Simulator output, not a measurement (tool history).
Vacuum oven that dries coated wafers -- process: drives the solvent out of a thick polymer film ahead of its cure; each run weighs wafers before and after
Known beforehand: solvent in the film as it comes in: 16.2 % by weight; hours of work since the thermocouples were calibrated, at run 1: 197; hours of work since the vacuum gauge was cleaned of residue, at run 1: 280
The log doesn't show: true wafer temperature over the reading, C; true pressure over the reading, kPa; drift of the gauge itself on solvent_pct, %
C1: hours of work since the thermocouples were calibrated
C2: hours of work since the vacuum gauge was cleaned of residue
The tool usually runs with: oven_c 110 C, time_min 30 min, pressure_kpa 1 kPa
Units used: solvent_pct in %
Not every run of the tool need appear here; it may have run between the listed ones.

Run 1, hour 0: usual settings; C1 197; C2 280. Result: solvent_pct 3.35 %.
Run 2, hour 37.5: usual settings; C1 214; C2 298. Result: solvent_pct 3.33 %.
Run 3, hour 68.7: usual settings; C1 229; C2 312. Result: solvent_pct 3.35 %.
Run 4, hour 88.5: usual settings but time_min 40 min; C1 238; C2 322. Result: solvent_pct 2.19 %.
Run 5, hour 123: usual settings; C1 254; C2 338. Result: solvent_pct 3.36 %.
Run 6, hour 145.5: usual settings; C1 264; C2 348. Result: solvent_pct 3.32 %.
Run 7, hour 178.1: usual settings; C1 280; C2 363. Result: solvent_pct 3.31 %.
Run 8, hour 210: usual settings; C1 294; C2 378. Result: solvent_pct 3.33 %.
Run 9, hour 230.4: usual settings; C1 304; C2 388. Result: solvent_pct 3.32 %.
Run 10, hour 248.8: usual settings; C1 312; C2 396. Result: solvent_pct 3.3 %.
Run 11, hour 272.9: usual settings but oven_c 100 C; C1 324; C2 407. Result: solvent_pct 5.83 %.
Run 12, hour 310.5: usual settings but pressure_kpa 0.68 kPa; C1 341; C2 425. Result: solvent_pct 3.23 %.
Run 13, hour 337: usual settings but oven_c 118 C, time_min 52 min, pressure_kpa 3.28 kPa; C1 353; C2 437. Result: solvent_pct 1.01 %.
Run 14, hour 375.3: usual settings but oven_c 107 C, time_min 39 min, pressure_kpa 0.85 kPa; C1 371; C2 455. Result: solvent_pct 2.85 %.
Run 15, hour 415: usual settings but oven_c 95 C, time_min 39 min, pressure_kpa 2.18 kPa; C1 390; C2 473. Result: solvent_pct 6.32 %.
Run 16, hour 438.4: usual settings but oven_c 119 C, time_min 18 min; C1 401; C2 484. Result: solvent_pct 3.53 %.
Run 17, hour 479.9: usual settings but oven_c 119 C, time_min 18 min; C1 420; C2 504. Result: solvent_pct 3.53 %.
Run 18, hour 502: usual settings but pressure_kpa 3.98 kPa; C1 430; C2 514. Result: solvent_pct 3.9 %.
Run 19, hour 542: usual settings but pressure_kpa 0.54 kPa; C1 449; C2 532. Result: solvent_pct 3.19 %.
Run 20, hour 572: usual settings but pressure_kpa 1.66 kPa; C1 463; C2 546. Result: solvent_pct 3.43 %.
Run 21, hour 594.5: usual settings but pressure_kpa 1.66 kPa; C1 473; C2 557. Result: solvent_pct 3.47 %.
Run 22, hour 637: usual settings but pressure_kpa 1.66 kPa; C1 493; C2 577. Result: solvent_pct 3.43 %.

Branching from run 22: 3 alternative next runs. What would each branch give?
Run A, hour 661.5: usual settings; C1 504; C2 588. Result: solvent_pct ?.
Run B, hour 661.5: usual settings but oven_c 100 C, time_min 27 min, pressure_kpa 0.92 kPa; C1 504; C2 588. Result: solvent_pct ?.
Run C, hour 661.5: usual settings but oven_c 120 C, time_min 34 min, pressure_kpa 3.17 kPa; C1 504; C2 588. Result: solvent_pct ?.

run  solvent_pct
  A         3.26
  B          6.2
  C         1.54
What these runs would have given with no unlogged condition in the tool:
run  solvent_pct
  A         3.48
  B         6.44
  C         1.65
